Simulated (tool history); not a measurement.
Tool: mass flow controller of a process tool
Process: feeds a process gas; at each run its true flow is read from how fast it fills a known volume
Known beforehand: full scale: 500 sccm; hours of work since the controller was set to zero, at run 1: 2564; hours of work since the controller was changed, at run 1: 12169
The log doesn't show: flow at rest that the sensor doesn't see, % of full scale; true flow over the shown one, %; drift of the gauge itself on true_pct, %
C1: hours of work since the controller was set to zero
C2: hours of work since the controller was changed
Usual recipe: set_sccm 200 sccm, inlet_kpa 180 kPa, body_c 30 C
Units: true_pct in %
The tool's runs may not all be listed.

Run 1, hour 0.0: usual settings; C1 2564; C2 12169. Result: true_pct 93.40 %.
Run 2, hour 438.3: usual settings; C1 2837; C2 12442. Result: true_pct 93.15 %.
At hour 465.6: controller exchanged for a calibrated one.
Run 3, hour 713.7: usual settings; C1 155; C2 155. Result: true_pct 97.74 %.
Run 4, hour 1175.9: usual settings; C1 442; C2 442. Result: true_pct 97.37 %.
Run 5, hour 1545.4: usual settings; C1 672; C2 672. Result: true_pct 97.26 %.
Run 6, hour 1838.3: usual settings; C1 855; C2 855. Result: true_pct 97.18 %.
Run 7, hour 2310.7: usual settings; C1 1149; C2 1149. Result: true_pct 96.86 %.
Run 8, hour 2825.0: usual settings; C1 1469; C2 1469. Result: true_pct 96.75 %.
Run 9, hour 3179.1: usual settings; C1 1690; C2 1690. Result: true_pct 96.51 %.
Run 10, hour 3564.0: usual settings; C1 1930; C2 1930. Result: true_pct 96.29 %.
Run 11, hour 3865.3: usual settings; C1 2117; C2 2117. Result: true_pct 96.17 %.
Run 12, hour 4397.2: usual settings; C1 2448; C2 2448. Result: true_pct 95.98 %.
Run 13, hour 4786.8: usual settings; C1 2691; C2 2691. Result: true_pct 95.91 %.
Run 14, hour 5045.9: usual settings; C1 2852; C2 2852. Result: true_pct 95.75 %.
Run 15, hour 5303.7: usual settings but inlet_kpa 244 kPa; C1 3013; C2 3013. Result: true_pct 95.92 %.
Run 16, hour 5567.2: usual settings but inlet_kpa 244 kPa; C1 3177; C2 3177. Result: true_pct 95.81 %.
Run 17, hour 6022.6: usual settings but inlet_kpa 205 kPa; C1 3461; C2 3461. Result: true_pct 95.44 %.
Run 18, hour 6580.2: usual settings but inlet_kpa 205 kPa, body_c 20 C; C1 3808; C2 3808. Result: true_pct 96.03 %.
Run 19, hour 6873.6: usual settings but inlet_kpa 205 kPa, body_c 20 C; C1 3991; C2 3991. Result: true_pct 95.80 %.
Run 20, hour 7197.5: usual settings but inlet_kpa 205 kPa, body_c 20 C; C1 4192; C2 4192. Result: true_pct 95.74 %.
Run 21, hour 7679.0: usual settings but inlet_kpa 205 kPa, body_c 20 C; C1 4492; C2 4492. Result: true_pct 95.51 %.
At hour 7979.6: controller's zero set anew.
Run 22, hour 8131.1: usual settings but inlet_kpa 205 kPa, body_c 20 C; C1 94; C2 4773. Result: true_pct 93.90 %.
Run 23, hour 8598.0: usual settings but inlet_kpa 205 kPa, body_c 20 C; C1 385; C2 5064. Result: true_pct 93.69 %.
Run 24, hour 8947.3: usual settings but inlet_kpa 205 kPa, body_c 20 C; C1 603; C2 5282. Result: true_pct 93.54 %.
At hour 9104.3: controller's zero set anew, once more.
Run 25, hour 9199.9: usual settings but set_sccm 107 sccm, inlet_kpa 210 kPa; C1 59; C2 5439. Result: true_pct 95.78 %.
Run 26, hour 9482.0: usual settings but set_sccm 107 sccm, inlet_kpa 210 kPa; C1 235; C2 5614. Result: true_pct 95.71 %.
Run 27, hour 9754.7: usual settings but set_sccm 205 sccm, inlet_kpa 154 kPa, body_c 33 C; C1 405; C2 5784. Result: true_pct 95.78 %.
Run 28, hour 10154.9: usual settings but inlet_kpa 224 kPa, body_c 28 C; C1 654; C2 6034. Result: true_pct 96.15 %.
Run 29, hour 10590.5: usual settings but set_sccm 253 sccm, inlet_kpa 224 kPa; C1 926; C2 6305. Result: true_pct 96.09 %.
Run 30, hour 10957.3: usual settings but set_sccm 482 sccm, inlet_kpa 224 kPa, body_c 24 C; C1 1154; C2 6533. Result: true_pct 98.11 %.
Run 31, hour 11232.0: usual settings but set_sccm 482 sccm, inlet_kpa 224 kPa, body_c 31 C; C1 1325; C2 6704. Result: true_pct 97.40 %.
Run 32, hour 11515.0: usual settings but set_sccm 79 sccm, inlet_kpa 210 kPa; C1 1501; C2 6881. Result: true_pct 93.53 %.
Run 33, hour 11917.2: usual settings but set_sccm 79 sccm, inlet_kpa 210 kPa; C1 1752; C2 7131. Result: true_pct 93.26 %.
Run 34, hour 12479.8: usual settings but set_sccm 79 sccm, inlet_kpa 210 kPa; C1 2102; C2 7481. Result: true_pct 92.88 %.
Run 35, hour 12777.3: usual settings but set_sccm 79 sccm, inlet_kpa 210 kPa; C1 2287; C2 7667. Result: true_pct 92.48 %.
Run 36, hour 13024.2: usual settings but body_c 33 C; C1 2441; C2 7820. Result: true_pct 94.36 %.
Run 37, hour 13451.6: usual settings but set_sccm 375 sccm, body_c 25 C; C1 2707; C2 8087. Result: true_pct 96.31 %.
Run 38, hour 13760.0: usual settings but set_sccm 317 sccm, inlet_kpa 165 kPa, body_c 24 C; C1 2899; C2 8279. Result: true_pct 95.92 %.
Run 39, hour 14148.6: usual settings but set_sccm 91 sccm, inlet_kpa 223 kPa, body_c 26 C; C1 3141; C2 8521. Result: true_pct 92.23 %.
Run 40, hour 14537.1: usual settings but set_sccm 91 sccm, inlet_kpa 223 kPa, body_c 26 C; C1 3383; C2 8763. Result: true_pct 92.00 %.
Run 41, hour 15097.9: usual settings but set_sccm 91 sccm, inlet_kpa 192 kPa; C1 3733; C2 9112. Result: true_pct 91.10 %.
Run 42, hour 15427.9: usual settings but set_sccm 62 sccm; C1 3938; C2 9317. Result: true_pct 88.90 %.
Run 43, hour 15817.5: usual settings but set_sccm 62 sccm; C1 4181; C2 9560. Result: true_pct 88.48 %.
Run 44, hour 16391.6: usual settings but set_sccm 62 sccm; C1 4538; C2 9917. Result: true_pct 87.76 %.
At hour 16632.2: controller's zero set anew.
Run 45, hour 16925.9: usual settings but set_sccm 335 sccm, body_c 34 C; C1 183; C2 10250. Result: true_pct 95.43 %.
Run 46, hour 17446.4: usual settings but set_sccm 335 sccm, body_c 34 C; C1 507; C2 10574. Result: true_pct 95.22 %.
Run 47, hour 17890.3: usual settings but inlet_kpa 149 kPa, body_c 27 C; C1 783; C2 10850. Result: true_pct 94.76 %.

What if the next run were any one of these 5? Each begins from the tool's condition after run 47:
Run A, hour 18175.5: usual settings but set_sccm 498 sccm, inlet_kpa 210 kPa, body_c 26 C; C1 961; C2 11028. Result: true_pct ?.
Run B, hour 18175.5: usual settings but set_sccm 155 sccm; C1 961; C2 11028. Result: true_pct ?.
Run C, hour 18175.5: usual settings but set_sccm 72 sccm, inlet_kpa 149 kPa, body_c 27 C; C1 961; C2 11028. Result: true_pct ?.
Run D, hour 18175.5: usual settings but set_sccm 371 sccm, inlet_kpa 183 kPa, body_c 21 C; C1 961; C2 11028. Result: true_pct ?.
Run E, hour 18175.5: usual settings but set_sccm 317 sccm, body_c 34 C; C1 961; C2 11028. Result: true_pct ?.

run  true_pct
  A     96.78
  B     93.89
  C     92.90
  D     96.33
  E     94.94
Without the tool's hidden state the same runs would have given:
run  true_pct
  A     99.93
  B     97.47
  C     97.19
  D     99.55
  E     98.20

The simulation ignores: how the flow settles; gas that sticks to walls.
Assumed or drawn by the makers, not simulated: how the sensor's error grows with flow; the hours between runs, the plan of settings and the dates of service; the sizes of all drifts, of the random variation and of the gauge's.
